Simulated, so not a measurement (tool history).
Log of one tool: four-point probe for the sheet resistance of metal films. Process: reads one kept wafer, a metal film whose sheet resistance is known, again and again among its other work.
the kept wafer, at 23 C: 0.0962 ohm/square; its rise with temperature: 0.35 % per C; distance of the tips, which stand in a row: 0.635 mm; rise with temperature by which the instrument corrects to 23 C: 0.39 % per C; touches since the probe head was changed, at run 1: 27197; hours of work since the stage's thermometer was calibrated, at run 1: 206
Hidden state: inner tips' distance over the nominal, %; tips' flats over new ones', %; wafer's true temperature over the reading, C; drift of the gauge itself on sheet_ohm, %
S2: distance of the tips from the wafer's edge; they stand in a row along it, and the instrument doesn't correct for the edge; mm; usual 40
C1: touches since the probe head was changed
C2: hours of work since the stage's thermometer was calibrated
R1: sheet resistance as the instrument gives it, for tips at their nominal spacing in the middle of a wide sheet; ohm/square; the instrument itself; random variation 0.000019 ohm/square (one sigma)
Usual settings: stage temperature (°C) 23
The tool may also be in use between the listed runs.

{"run": 1, "hour": 0.0, "stage temperature (°C)": 23, "S2": 40, "C1": 27197, "C2": 206, "R1": 0.09625}
{"run": 2, "hour": 57.4, "stage temperature (°C)": 23, "S2": 40, "C1": 30047, "C2": 239, "R1": 0.096229}
{"run": 3, "hour": 131.6, "stage temperature (°C)": 23, "S2": 18, "C1": 33735, "C2": 281, "R1": 0.096272}
{"run": 4, "hour": 216.9, "stage temperature (°C)": 18, "S2": 18, "C1": 37973, "C2": 329, "R1": 0.09642}
{"run": 5, "hour": 348.9, "stage temperature (°C)": 23, "S2": 40, "C1": 44535, "C2": 404, "R1": 0.096183}
{"run": 6, "hour": 478.4, "stage temperature (°C)": 23, "S2": 40, "C1": 50971, "C2": 477, "R1": 0.096183}
{"run": 7, "hour": 605.0, "stage temperature (°C)": 23, "S2": 40, "C1": 57261, "C2": 549, "R1": 0.096152}
{"run": 8, "hour": 703.5, "stage temperature (°C)": 23, "S2": 40, "C1": 62155, "C2": 605, "R1": 0.096113}
{"run": 9, "hour": 764.7, "stage temperature (°C)": 23, "S2": 40, "C1": 65198, "C2": 639, "R1": 0.09611}
{"run": 10, "hour": 870.9, "stage temperature (°C)": 23, "S2": 40, "C1": 70471, "C2": 699, "R1": 0.096089}
{"run": 11, "hour": 947.4, "stage temperature (°C)": 23, "S2": 40, "C1": 74273, "C2": 743, "R1": 0.096118}
{"run": 12, "hour": 1078.8, "stage temperature (°C)": 23, "S2": 40, "C1": 80807, "C2": 817, "R1": 0.096094}
{"run": 13, "hour": 1163.6, "stage temperature (°C)": 22, "S2": 40, "C1": 85019, "C2": 865, "R1": 0.096111}
{"run": 14, "hour": 1238.8, "stage temperature (°C)": 22, "S2": 40, "C1": 88757, "C2": 908, "R1": 0.096048}
{"run": 15, "hour": 1326.5, "stage temperature (°C)": 22, "S2": 40, "C1": 93115, "C2": 958, "R1": 0.096058}
{"run": 16, "hour": 1463.5, "stage temperature (°C)": 22, "S2": 40, "C1": 99920, "C2": 1035, "R1": 0.095999}
{"run": 17, "hour": 1568.1, "stage temperature (°C)": 22, "S2": 40, "C1": 105119, "C2": 1094, "R1": 0.096017}
{"run": 18, "hour": 1691.6, "stage temperature (°C)": 22, "S2": 40, "C1": 111254, "C2": 1164, "R1": 0.09603}
{"run": 19, "hour": 1769.7, "stage temperature (°C)": 22, "S2": 40, "C1": 115136, "C2": 1209, "R1": 0.096007}
{"run": 20, "hour": 1893.7, "stage temperature (°C)": 23, "S2": 40, "C1": 121300, "C2": 1279, "R1": 0.095948}
{"run": 21, "hour": 2023.1, "stage temperature (°C)": 23, "S2": 40, "C1": 127730, "C2": 1352, "R1": 0.095918}
{"run": 22, "hour": 2114.5, "stage temperature (°C)": 23, "S2": 5, "C1": 132272, "C2": 1404, "R1": 0.096716}
{"run": 23, "hour": 2193.4, "stage temperature (°C)": 29, "S2": 31, "C1": 136192, "C2": 1449, "R1": 0.095702}
{"run": 24, "hour": 2278.5, "stage temperature (°C)": 29, "S2": 31, "C1": 140420, "C2": 1497, "R1": 0.095662}
{"run": 25, "hour": 2358.5, "stage temperature (°C)": 19, "S2": 71, "C1": 144395, "C2": 1542, "R1": 0.096022}
{"run": 26, "hour": 2472.0, "stage temperature (°C)": 35, "S2": 6, "C1": 150036, "C2": 1607, "R1": 0.095978}
{"run": 27, "hour": 2565.4, "stage temperature (°C)": 32, "S2": 23, "C1": 154676, "C2": 1659, "R1": 0.095532}
{"run": 28, "hour": 2688.8, "stage temperature (°C)": 32, "S2": 23, "C1": 160809, "C2": 1729, "R1": 0.095532}
{"run": 29, "hour": 2793.4, "stage temperature (°C)": 25, "S2": 16, "C1": 166006, "C2": 1789, "R1": 0.095798}
{"run": 30, "hour": 2878.4, "stage temperature (°C)": 26, "S2": 16, "C1": 170228, "C2": 1837, "R1": 0.095758}
{"run": 31, "hour": 3015.3, "stage temperature (°C)": 26, "S2": 16, "C1": 177033, "C2": 1914, "R1": 0.095713}
{"run": 32, "hour": 3089.9, "stage temperature (°C)": 26, "S2": 16, "C1": 180741, "C2": 1957, "R1": 0.095745}
{"hour": 3115.4, "done": "new probe head fitted"}
{"run": 33, "hour": 3185.5, "stage temperature (°C)": 26, "S2": 16, "C1": 3485, "C2": 2010, "R1": 0.0963}

The next listed run, before its measurement:
{"run": 34, "hour": 3297.1, "stage temperature (°C)": 22, "S2": 16, "C1": 9030, "C2": 2073, "R1": "?"}

R1: 0.096434 ohm/square
Without the tool's hidden state the same run would have given R1 0.096286 ohm/square.
